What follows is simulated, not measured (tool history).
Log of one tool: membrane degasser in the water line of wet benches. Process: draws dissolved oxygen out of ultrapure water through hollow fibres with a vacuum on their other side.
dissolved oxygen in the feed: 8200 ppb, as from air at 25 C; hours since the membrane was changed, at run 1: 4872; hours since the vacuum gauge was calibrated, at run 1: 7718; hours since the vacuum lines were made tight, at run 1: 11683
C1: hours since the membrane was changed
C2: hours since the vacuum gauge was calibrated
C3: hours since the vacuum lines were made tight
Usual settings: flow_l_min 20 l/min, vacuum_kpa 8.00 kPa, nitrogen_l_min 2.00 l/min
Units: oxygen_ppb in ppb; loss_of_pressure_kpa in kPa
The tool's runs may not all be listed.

{"run": 1, "hour": 0.0, "flow_l_min": 20, "vacuum_kpa": 8.0, "nitrogen_l_min": 2.0, "C1": 4872, "C2": 7718, "C3": 11683, "oxygen_ppb": 122.4, "loss_of_pressure_kpa": 69.56}
{"run": 2, "hour": 122.7, "flow_l_min": 29, "vacuum_kpa": 8.0, "nitrogen_l_min": 2.0, "C1": 4994, "C2": 7841, "C3": 11806, "oxygen_ppb": 197.5, "loss_of_pressure_kpa": 100.79}
{"run": 3, "hour": 201.2, "flow_l_min": 29, "vacuum_kpa": 8.0, "nitrogen_l_min": 2.0, "C1": 5073, "C2": 7919, "C3": 11885, "oxygen_ppb": 200.9, "loss_of_pressure_kpa": 100.65}
{"run": 4, "hour": 270.8, "flow_l_min": 29, "vacuum_kpa": 8.0, "nitrogen_l_min": 2.0, "C1": 5142, "C2": 7989, "C3": 11954, "oxygen_ppb": 194.8, "loss_of_pressure_kpa": 100.82}
{"run": 5, "hour": 349.7, "flow_l_min": 20, "vacuum_kpa": 8.0, "nitrogen_l_min": 2.0, "C1": 5221, "C2": 8068, "C3": 12033, "oxygen_ppb": 122.3, "loss_of_pressure_kpa": 69.98}
{"run": 6, "hour": 455.5, "flow_l_min": 20, "vacuum_kpa": 8.0, "nitrogen_l_min": 2.0, "C1": 5327, "C2": 8174, "C3": 12139, "oxygen_ppb": 123.8, "loss_of_pressure_kpa": 69.1}
{"run": 7, "hour": 570.6, "flow_l_min": 20, "vacuum_kpa": 8.0, "nitrogen_l_min": 2.0, "C1": 5442, "C2": 8289, "C3": 12254, "oxygen_ppb": 122.0, "loss_of_pressure_kpa": 69.11}
{"run": 8, "hour": 638.2, "flow_l_min": 20, "vacuum_kpa": 8.0, "nitrogen_l_min": 2.0, "C1": 5510, "C2": 8356, "C3": 12322, "oxygen_ppb": 123.5, "loss_of_pressure_kpa": 69.7}
{"run": 9, "hour": 711.3, "flow_l_min": 20, "vacuum_kpa": 8.0, "nitrogen_l_min": 2.0, "C1": 5583, "C2": 8429, "C3": 12395, "oxygen_ppb": 121.9, "loss_of_pressure_kpa": 69.06}
{"run": 10, "hour": 784.8, "flow_l_min": 20, "vacuum_kpa": 8.0, "nitrogen_l_min": 2.0, "C1": 5656, "C2": 8503, "C3": 12468, "oxygen_ppb": 121.3, "loss_of_pressure_kpa": 69.2}
{"run": 11, "hour": 848.9, "flow_l_min": 20, "vacuum_kpa": 10.12, "nitrogen_l_min": 2.0, "C1": 5720, "C2": 8567, "C3": 12532, "oxygen_ppb": 171.6, "loss_of_pressure_kpa": 69.63}
{"hour": 871.0, "done": "vacuum gauge calibrated"}
{"run": 12, "hour": 902.6, "flow_l_min": 20, "vacuum_kpa": 8.0, "nitrogen_l_min": 2.0, "C1": 5774, "C2": 32, "C3": 12586, "oxygen_ppb": 122.2, "loss_of_pressure_kpa": 69.46}
{"run": 13, "hour": 992.9, "flow_l_min": 20, "vacuum_kpa": 8.0, "nitrogen_l_min": 2.0, "C1": 5864, "C2": 122, "C3": 12676, "oxygen_ppb": 123.4, "loss_of_pressure_kpa": 69.3}
{"run": 14, "hour": 1065.6, "flow_l_min": 20, "vacuum_kpa": 8.0, "nitrogen_l_min": 2.0, "C1": 5937, "C2": 195, "C3": 12749, "oxygen_ppb": 123.0, "loss_of_pressure_kpa": 69.65}
{"run": 15, "hour": 1162.4, "flow_l_min": 20, "vacuum_kpa": 8.0, "nitrogen_l_min": 2.0, "C1": 6033, "C2": 291, "C3": 12845, "oxygen_ppb": 122.2, "loss_of_pressure_kpa": 69.23}
{"run": 16, "hour": 1232.6, "flow_l_min": 23, "vacuum_kpa": 8.0, "nitrogen_l_min": 2.0, "C1": 6104, "C2": 362, "C3": 12916, "oxygen_ppb": 145.1, "loss_of_pressure_kpa": 79.73}
{"run": 17, "hour": 1338.4, "flow_l_min": 15, "vacuum_kpa": 6.97, "nitrogen_l_min": 3.44, "C1": 6209, "C2": 467, "C3": 13021, "oxygen_ppb": 42.9, "loss_of_pressure_kpa": 51.5}
{"run": 18, "hour": 1409.3, "flow_l_min": 15, "vacuum_kpa": 6.97, "nitrogen_l_min": 3.44, "C1": 6280, "C2": 538, "C3": 13092, "oxygen_ppb": 42.2, "loss_of_pressure_kpa": 51.9}
{"run": 19, "hour": 1493.6, "flow_l_min": 23, "vacuum_kpa": 16.72, "nitrogen_l_min": 2.25, "C1": 6365, "C2": 623, "C3": 13177, "oxygen_ppb": 329.5, "loss_of_pressure_kpa": 79.84}
{"hour": 1569.7, "done": "seals of the vacuum lines changed"}
{"run": 20, "hour": 1569.7, "flow_l_min": 32, "vacuum_kpa": 16.72, "nitrogen_l_min": 5.92, "C1": 6439, "C2": 697, "C3": 0, "oxygen_ppb": 228.5, "loss_of_pressure_kpa": 111.06}
{"run": 21, "hour": 1672.6, "flow_l_min": 14, "vacuum_kpa": 17.0, "nitrogen_l_min": 1.01, "C1": 6542, "C2": 800, "C3": 103, "oxygen_ppb": 411.7, "loss_of_pressure_kpa": 48.44}
{"run": 22, "hour": 1728.9, "flow_l_min": 14, "vacuum_kpa": 17.0, "nitrogen_l_min": 1.01, "C1": 6598, "C2": 856, "C3": 159, "oxygen_ppb": 428.4, "loss_of_pressure_kpa": 48.28}
{"run": 23, "hour": 1832.0, "flow_l_min": 26, "vacuum_kpa": 8.0, "nitrogen_l_min": 2.0, "C1": 6701, "C2": 959, "C3": 262, "oxygen_ppb": 167.9, "loss_of_pressure_kpa": 89.88}
{"run": 24, "hour": 1936.4, "flow_l_min": 16, "vacuum_kpa": 17.06, "nitrogen_l_min": 0.93, "C1": 6805, "C2": 1063, "C3": 367, "oxygen_ppb": 514.7, "loss_of_pressure_kpa": 55.64}
{"run": 25, "hour": 2057.7, "flow_l_min": 19, "vacuum_kpa": 15.37, "nitrogen_l_min": 3.17, "C1": 6927, "C2": 1185, "C3": 488, "oxygen_ppb": 180.3, "loss_of_pressure_kpa": 65.55}
{"run": 26, "hour": 2114.6, "flow_l_min": 19, "vacuum_kpa": 15.37, "nitrogen_l_min": 3.17, "C1": 6984, "C2": 1242, "C3": 545, "oxygen_ppb": 179.9, "loss_of_pressure_kpa": 65.57}
{"run": 27, "hour": 2197.9, "flow_l_min": 20, "vacuum_kpa": 8.0, "nitrogen_l_min": 1.31, "C1": 7067, "C2": 1325, "C3": 628, "oxygen_ppb": 176.5, "loss_of_pressure_kpa": 68.87}
{"run": 28, "hour": 2290.7, "flow_l_min": 20, "vacuum_kpa": 8.0, "nitrogen_l_min": 2.08, "C1": 7160, "C2": 1418, "C3": 721, "oxygen_ppb": 119.7, "loss_of_pressure_kpa": 69.61}
{"run": 29, "hour": 2381.5, "flow_l_min": 20, "vacuum_kpa": 8.0, "nitrogen_l_min": 2.08, "C1": 7251, "C2": 1509, "C3": 812, "oxygen_ppb": 119.4, "loss_of_pressure_kpa": 69.49}
{"run": 30, "hour": 2439.1, "flow_l_min": 20, "vacuum_kpa": 8.46, "nitrogen_l_min": 1.75, "C1": 7308, "C2": 1566, "C3": 869, "oxygen_ppb": 148.6, "loss_of_pressure_kpa": 69.14}
{"run": 31, "hour": 2532.3, "flow_l_min": 31, "vacuum_kpa": 12.74, "nitrogen_l_min": 2.0, "C1": 7401, "C2": 1659, "C3": 963, "oxygen_ppb": 378.6, "loss_of_pressure_kpa": 107.5}

Forecast each of these 3 alternatives for the next run:
{"run": "A", "hour": 2650.0, "flow_l_min": 14, "vacuum_kpa": 14.12, "nitrogen_l_min": 4.0, "C1": 7519, "C2": 1777, "C3": 1080, "oxygen_ppb": "?", "loss_of_pressure_kpa": "?"}
{"run": "B", "hour": 2650.0, "flow_l_min": 22, "vacuum_kpa": 5.17, "nitrogen_l_min": 4.19, "C1": 7519, "C2": 1777, "C3": 1080, "oxygen_ppb": "?", "loss_of_pressure_kpa": "?"}
{"run": "C", "hour": 2650.0, "flow_l_min": 26, "vacuum_kpa": 10.0, "nitrogen_l_min": 3.6, "C1": 7519, "C2": 1777, "C3": 1080, "oxygen_ppb": "?", "loss_of_pressure_kpa": "?"}

run=A oxygen_ppb=95.9 loss_of_pressure_kpa=48.53
run=B oxygen_ppb=40.7 loss_of_pressure_kpa=75.84
run=C oxygen_ppb=147.1 loss_of_pressure_kpa=89.91
Without the tool's hidden state the same runs would have given:
run=A oxygen_ppb=95.9 loss_of_pressure_kpa=48.51
run=B oxygen_ppb=40.7 loss_of_pressure_kpa=75.80
run=C oxygen_ppb=147.1 loss_of_pressure_kpa=89.87

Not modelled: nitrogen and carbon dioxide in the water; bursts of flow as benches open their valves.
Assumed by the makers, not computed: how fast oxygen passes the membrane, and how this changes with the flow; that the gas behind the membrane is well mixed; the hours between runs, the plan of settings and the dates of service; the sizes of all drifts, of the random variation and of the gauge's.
